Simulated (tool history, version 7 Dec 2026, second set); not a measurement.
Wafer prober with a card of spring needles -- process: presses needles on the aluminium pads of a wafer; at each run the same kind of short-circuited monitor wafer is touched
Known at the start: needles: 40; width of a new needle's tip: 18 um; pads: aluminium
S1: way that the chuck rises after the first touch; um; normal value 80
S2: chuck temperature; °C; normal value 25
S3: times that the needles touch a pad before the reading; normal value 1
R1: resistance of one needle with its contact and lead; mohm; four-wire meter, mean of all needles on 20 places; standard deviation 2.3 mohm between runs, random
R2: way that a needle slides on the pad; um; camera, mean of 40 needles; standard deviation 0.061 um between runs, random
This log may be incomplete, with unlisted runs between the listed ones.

run 1 hour=0.0 | S1=80 S2=25 S3=1 | R1=263 R2=11.96
run 2 hour=16.0 | S1=80 S2=25 S3=1 | R1=264 R2=11.89
-- hour=20.2 tips cleaned on abrasive film
run 3 hour=42.0 | S1=80 S2=25 S3=1 | R1=262 R2=11.89
-- hour=48.7 tips cleaned on abrasive film
run 4 hour=54.9 | S1=80 S2=25 S3=1 | R1=264 R2=11.85
run 5 hour=66.8 | S1=80 S2=25 S3=1 | R1=264 R2=11.90
-- hour=77.3 tips cleaned on abrasive film
run 6 hour=79.2 | S1=80 S2=25 S3=1 | R1=261 R2=11.89
run 7 hour=97.7 | S1=80 S2=25 S3=1 | R1=261 R2=11.97
-- hour=106.6 tips cleaned on abrasive film
run 8 hour=113.4 | S1=80 S2=25 S3=1 | R1=259 R2=12.00
run 9 hour=127.4 | S1=80 S2=25 S3=1 | R1=262 R2=12.00
-- hour=135.2 tips cleaned on abrasive film
run 10 hour=149.4 | S1=83 S2=25 S3=1 | R1=262 R2=12.41
-- hour=163.3 tips cleaned on abrasive film
run 11 hour=165.1 | S1=63 S2=25 S3=1 | R1=270 R2=9.42
run 12 hour=187.3 | S1=80 S2=30 S3=1 | R1=262 R2=11.97
-- hour=192.9 tips cleaned on abrasive film
run 13 hour=201.5 | S1=80 S2=30 S3=1 | R1=264 R2=11.93
run 14 hour=215.5 | S1=80 S2=30 S3=1 | R1=267 R2=11.98
-- hour=221.4 tips cleaned on abrasive film
run 15 hour=240.2 | S1=80 S2=25 S3=1 | R1=263 R2=11.96
-- hour=250.7 tips cleaned on abrasive film
run 16 hour=260.3 | S1=80 S2=25 S3=1 | R1=267 R2=11.86
-- hour=279.5 tips cleaned on abrasive film
run 17 hour=280.8 | S1=80 S2=42 S3=1 | R1=264 R2=12.11
run 18 hour=296.5 | S1=60 S2=70 S3=3 | R1=279 R2=8.91
-- hour=308.4 tips cleaned on abrasive film
run 19 hour=320.4 | S1=60 S2=70 S3=3 | R1=280 R2=8.92
run 20 hour=334.3 | S1=80 S2=62 S3=1 | R1=269 R2=11.99
-- hour=336.7 tips cleaned on abrasive film
run 21 hour=361.4 | S1=84 S2=31 S3=2 | R1=264 R2=12.44

Run 22 comes next. What will it give?
-- hour=364.6 tips cleaned on abrasive film
run 22 hour=390.0 | S1=87 S2=122 S3=1 | R1=? R2=?

{"run 22": {"R1": 287, "R2": 13.01}}
The same run, on a tool lacking any hidden state, would have yielded R1 286 mohm, R2 13.02 um.
